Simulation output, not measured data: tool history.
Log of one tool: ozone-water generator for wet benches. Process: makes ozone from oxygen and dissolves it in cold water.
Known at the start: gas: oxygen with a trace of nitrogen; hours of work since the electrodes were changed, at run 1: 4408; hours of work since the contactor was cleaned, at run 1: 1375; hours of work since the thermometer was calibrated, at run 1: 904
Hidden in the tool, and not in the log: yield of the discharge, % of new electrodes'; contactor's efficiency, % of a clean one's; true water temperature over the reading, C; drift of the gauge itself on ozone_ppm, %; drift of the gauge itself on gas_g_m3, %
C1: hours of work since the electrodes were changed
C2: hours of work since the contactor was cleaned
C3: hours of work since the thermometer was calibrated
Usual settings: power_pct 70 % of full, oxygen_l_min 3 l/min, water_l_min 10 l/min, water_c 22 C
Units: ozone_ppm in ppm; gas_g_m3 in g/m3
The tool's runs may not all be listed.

{"run": 1, "hour": 0.0, "power_pct": 70, "oxygen_l_min": 3, "water_l_min": 10, "water_c": 22, "C1": 4408, "C2": 1375, "C3": 904, "ozone_ppm": 13.1, "gas_g_m3": 123}
{"run": 2, "hour": 198.6, "power_pct": 56, "oxygen_l_min": 3, "water_l_min": 10, "water_c": 22, "C1": 4584, "C2": 1551, "C3": 1080, "ozone_ppm": 11.3, "gas_g_m3": 108}
{"run": 3, "hour": 302.8, "power_pct": 56, "oxygen_l_min": 3, "water_l_min": 10, "water_c": 22, "C1": 4677, "C2": 1643, "C3": 1172, "ozone_ppm": 11.1, "gas_g_m3": 108.9}
{"run": 4, "hour": 490.5, "power_pct": 56, "oxygen_l_min": 3, "water_l_min": 10, "water_c": 22, "C1": 4843, "C2": 1809, "C3": 1339, "ozone_ppm": 11.2, "gas_g_m3": 107.9}
{"run": 5, "hour": 650.9, "power_pct": 56, "oxygen_l_min": 3, "water_l_min": 10, "water_c": 22, "C1": 4985, "C2": 1951, "C3": 1481, "ozone_ppm": 11, "gas_g_m3": 105.6}
{"run": 6, "hour": 848.4, "power_pct": 70, "oxygen_l_min": 3, "water_l_min": 10, "water_c": 22, "C1": 5160, "C2": 2126, "C3": 1656, "ozone_ppm": 12.5, "gas_g_m3": 120.6}
{"run": 7, "hour": 1039.2, "power_pct": 70, "oxygen_l_min": 3, "water_l_min": 10, "water_c": 22, "C1": 5329, "C2": 2295, "C3": 1825, "ozone_ppm": 12.4, "gas_g_m3": 117.9}
{"run": 8, "hour": 1167.1, "power_pct": 70, "oxygen_l_min": 3, "water_l_min": 10, "water_c": 22, "C1": 5442, "C2": 2409, "C3": 1938, "ozone_ppm": 12.3, "gas_g_m3": 119.3}
{"run": 9, "hour": 1273.5, "power_pct": 70, "oxygen_l_min": 3, "water_l_min": 10, "water_c": 21, "C1": 5536, "C2": 2503, "C3": 2032, "ozone_ppm": 12.5, "gas_g_m3": 118.7}
{"run": 10, "hour": 1373.8, "power_pct": 41, "oxygen_l_min": 3, "water_l_min": 10, "water_c": 22, "C1": 5625, "C2": 2592, "C3": 2121, "ozone_ppm": 9.2, "gas_g_m3": 87.7}
{"run": 11, "hour": 1539.0, "power_pct": 70, "oxygen_l_min": 3, "water_l_min": 10, "water_c": 22, "C1": 5772, "C2": 2738, "C3": 2268, "ozone_ppm": 12.1, "gas_g_m3": 115.7}
{"run": 12, "hour": 1696.8, "power_pct": 70, "oxygen_l_min": 3, "water_l_min": 10, "water_c": 22, "C1": 5911, "C2": 2878, "C3": 2407, "ozone_ppm": 11.9, "gas_g_m3": 116.2}
{"hour": 1835.2, "done": "electrodes of the discharge changed"}
{"run": 13, "hour": 1869.8, "power_pct": 70, "oxygen_l_min": 3, "water_l_min": 10, "water_c": 22, "C1": 31, "C2": 3026, "C3": 2555, "ozone_ppm": 14.6, "gas_g_m3": 144.2}
{"run": 14, "hour": 1994.1, "power_pct": 70, "oxygen_l_min": 3.28, "water_l_min": 10, "water_c": 22, "C1": 141, "C2": 3136, "C3": 2665, "ozone_ppm": 14.3, "gas_g_m3": 136.1}
{"run": 15, "hour": 2146.3, "power_pct": 70, "oxygen_l_min": 3.28, "water_l_min": 10, "water_c": 22, "C1": 276, "C2": 3271, "C3": 2800, "ozone_ppm": 14.6, "gas_g_m3": 133.6}
{"hour": 2159.9, "done": "water thermometer calibrated"}
{"run": 16, "hour": 2315.9, "power_pct": 70, "oxygen_l_min": 3.28, "water_l_min": 10, "water_c": 22, "C1": 425, "C2": 3420, "C3": 138, "ozone_ppm": 14.3, "gas_g_m3": 133.6}
{"run": 17, "hour": 2419.6, "power_pct": 70, "oxygen_l_min": 3.28, "water_l_min": 10, "water_c": 22, "C1": 517, "C2": 3512, "C3": 230, "ozone_ppm": 14.2, "gas_g_m3": 133.9}
{"run": 18, "hour": 2520.6, "power_pct": 70, "oxygen_l_min": 3.28, "water_l_min": 10, "water_c": 22, "C1": 607, "C2": 3602, "C3": 319, "ozone_ppm": 14.3, "gas_g_m3": 133.5}
{"run": 19, "hour": 2613.8, "power_pct": 70, "oxygen_l_min": 3.28, "water_l_min": 10, "water_c": 22, "C1": 689, "C2": 3684, "C3": 402, "ozone_ppm": 13.9, "gas_g_m3": 133}
{"hour": 2640.6, "done": "water thermometer calibrated, once more"}
{"run": 20, "hour": 2703.1, "power_pct": 70, "oxygen_l_min": 3.28, "water_l_min": 6, "water_c": 22, "C1": 768, "C2": 3763, "C3": 55, "ozone_ppm": 18.9, "gas_g_m3": 134}
{"run": 21, "hour": 2883.8, "power_pct": 70, "oxygen_l_min": 2.14, "water_l_min": 10, "water_c": 22, "C1": 928, "C2": 3923, "C3": 215, "ozone_ppm": 14.4, "gas_g_m3": 170}
{"run": 22, "hour": 3079.1, "power_pct": 70, "oxygen_l_min": 2.14, "water_l_min": 10, "water_c": 22, "C1": 1101, "C2": 4096, "C3": 388, "ozone_ppm": 14.1, "gas_g_m3": 168.1}
{"run": 23, "hour": 3166.6, "power_pct": 56, "oxygen_l_min": 1.81, "water_l_min": 9, "water_c": 19, "C1": 1179, "C2": 4174, "C3": 466, "ozone_ppm": 13.9, "gas_g_m3": 160.5}
{"run": 24, "hour": 3354.3, "power_pct": 41, "oxygen_l_min": 3, "water_l_min": 10, "water_c": 18, "C1": 1345, "C2": 4340, "C3": 632, "ozone_ppm": 10.5, "gas_g_m3": 97.2}
{"run": 25, "hour": 3455.7, "power_pct": 70, "oxygen_l_min": 3, "water_l_min": 10, "water_c": 28, "C1": 1435, "C2": 4430, "C3": 722, "ozone_ppm": 12.4, "gas_g_m3": 137.8}
{"hour": 3478.3, "done": "contactor cleaned"}
{"run": 26, "hour": 3569.0, "power_pct": 70, "oxygen_l_min": 3, "water_l_min": 10, "water_c": 28, "C1": 1531, "C2": 80, "C3": 819, "ozone_ppm": 13.5, "gas_g_m3": 135}
{"run": 27, "hour": 3766.2, "power_pct": 73, "oxygen_l_min": 3, "water_l_min": 10, "water_c": 25, "C1": 1706, "C2": 255, "C3": 994, "ozone_ppm": 14.3, "gas_g_m3": 140.4}
{"run": 28, "hour": 3932.6, "power_pct": 73, "oxygen_l_min": 3, "water_l_min": 10, "water_c": 25, "C1": 1854, "C2": 402, "C3": 1141, "ozone_ppm": 14.1, "gas_g_m3": 137.3}
{"run": 29, "hour": 4100.9, "power_pct": 63, "oxygen_l_min": 3, "water_l_min": 10, "water_c": 25, "C1": 2003, "C2": 552, "C3": 1290, "ozone_ppm": 12.7, "gas_g_m3": 125.9}
{"run": 30, "hour": 4270.9, "power_pct": 80, "oxygen_l_min": 2.97, "water_l_min": 10, "water_c": 22, "C1": 2153, "C2": 702, "C3": 1441, "ozone_ppm": 15.5, "gas_g_m3": 144.8}
{"run": 31, "hour": 4432.3, "power_pct": 43, "oxygen_l_min": 2.34, "water_l_min": 11, "water_c": 18, "C1": 2296, "C2": 845, "C3": 1584, "ozone_ppm": 10.6, "gas_g_m3": 114}
{"run": 32, "hour": 4635.6, "power_pct": 43, "oxygen_l_min": 2.34, "water_l_min": 11, "water_c": 18, "C1": 2476, "C2": 1025, "C3": 1764, "ozone_ppm": 10.5, "gas_g_m3": 114.2}

Run 33 comes next. What will it give?
{"run": 33, "hour": 4828.4, "power_pct": 78, "oxygen_l_min": 1.93, "water_l_min": 7, "water_c": 28, "C1": 2647, "C2": 1196, "C3": 1935, "ozone_ppm": "?", "gas_g_m3": "?"}

Run 33 gave ozone_ppm 17.5 ppm, gas_g_m3 181.9 g/m3.
Without the tool's hidden state the same run would have given ozone_ppm 19.5 ppm, gas_g_m3 198.6 g/m3.

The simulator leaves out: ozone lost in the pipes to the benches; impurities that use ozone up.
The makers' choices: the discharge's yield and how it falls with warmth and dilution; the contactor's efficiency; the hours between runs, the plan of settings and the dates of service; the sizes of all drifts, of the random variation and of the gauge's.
